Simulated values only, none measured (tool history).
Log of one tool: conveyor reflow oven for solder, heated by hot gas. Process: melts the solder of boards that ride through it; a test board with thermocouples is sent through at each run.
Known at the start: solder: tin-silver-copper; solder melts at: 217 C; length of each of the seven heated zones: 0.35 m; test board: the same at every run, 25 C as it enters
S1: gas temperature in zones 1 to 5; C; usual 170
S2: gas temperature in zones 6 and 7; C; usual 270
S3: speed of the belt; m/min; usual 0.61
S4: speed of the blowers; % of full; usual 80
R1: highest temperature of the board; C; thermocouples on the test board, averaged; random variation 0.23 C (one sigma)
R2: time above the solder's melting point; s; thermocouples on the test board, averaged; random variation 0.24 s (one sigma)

run	hour	S1	S2	S3	S4	R1	R2
1	0	170	270	0.61	80	258.3	54.8
2	23.8	170	270	0.61	80	258	54.8
3	76.6	170	270	0.61	80	258.2	54.8
4	103.7	170	270	0.61	80	257.9	54.4
5	139.5	170	270	0.534	80	260.8	64.9
6	180.5	170	270	0.534	80	261.1	65.1
7	231.3	170	270	0.534	80	261.2	65.7
8	264.5	170	270	0.524	80	261.8	67
9	310.6	170	270	0.61	79	257.4	54.8
10	351.9	170	270	0.61	79	257.6	54.6
# hour 370.2: flux residue cleaned out of gas plates and filters
11	385.7	170	270	0.61	79	258.7	55.1
12	411.7	170	270	0.61	79	258.9	55.2
13	463.3	170	270	0.61	80	258.3	55.4
14	511.6	170	270	0.61	80	258.7	55.3
15	539.6	170	270	0.61	80	258.7	55.2
16	583.4	170	270	0.61	80	258.7	55.5
17	614.7	170	270	0.519	80	262.8	68.4
18	657.6	161	267	0.55	80	257.7	59
19	712.5	173	263	0.711	72	246.1	39.6
20	752.7	170	278	0.694	80	261.9	49.4
21	801.2	167	270	0.61	86	259.9	55.6
22	859.2	167	270	0.61	86	259.4	54.7
23	898.7	182	270	0.61	60	255	56.7
24	940.5	177	264	0.61	80	253.8	55.1
# hour 959.1: thermocouples of zones 6 and 7 changed
# hour 1002.2: flux residue cleaned out of gas plates and filters
25	1004.5	177	264	0.668	80	251.2	48.7
26	1057.1	177	264	0.668	80	251.3	48.1
27	1093	170	270	0.682	80	254.8	47.4
28	1145.2	170	270	0.682	80	255	47.7
29	1202.2	170	270	0.682	80	255.2	47.4
30	1239.7	174	283	0.519	60	270.1	72.3
31	1279.6	174	283	0.519	60	269.7	72.8
32	1328.3	174	283	0.519	60	269.7	73

Some steps in R1 between neighbouring runs. How much of each would the tool show without its hidden state too (settings, what came in, random variation), and how much is left for the hidden state, with any gauge scatter that isn't in both results?
The hidden state here: heat that the gas passes to the board, % of a clean oven's; belt's true speed, % of the reading; true gas temperature in zones 6 and 7 over the reading, C; drift of the gauge itself on peak_c, C; drift of the gauge itself on liquid_s, %.
Run 10 -> 11: flux residue cleaned out of gas plates and filters. R1 +1.1 C: hidden state +0.9, all else +0.2.
Run 18 -> 19: S1 161 -> 173, S2 267 -> 263, S3 0.55 -> 0.711, S4 80 -> 72. R1 -11.6 C: hidden state -0.3, all else -11.3.
Run 19 -> 20: S1 173 -> 170, S2 263 -> 278, S3 0.711 -> 0.694, S4 72 -> 80. R1 +15.8 C: hidden state +0, all else +15.8.
Run 24 -> 25: S3 0.61 -> 0.668, thermocouples of zones 6 and 7 changed, flux residue cleaned out of gas plates and filters. R1 -2.6 C: hidden state -0.7, all else -1.9.
Run 29 -> 30: S1 170 -> 174, S2 270 -> 283, S3 0.682 -> 0.519, S4 80 -> 60. R1 +14.9 C: hidden state +0.1, all else +14.8.
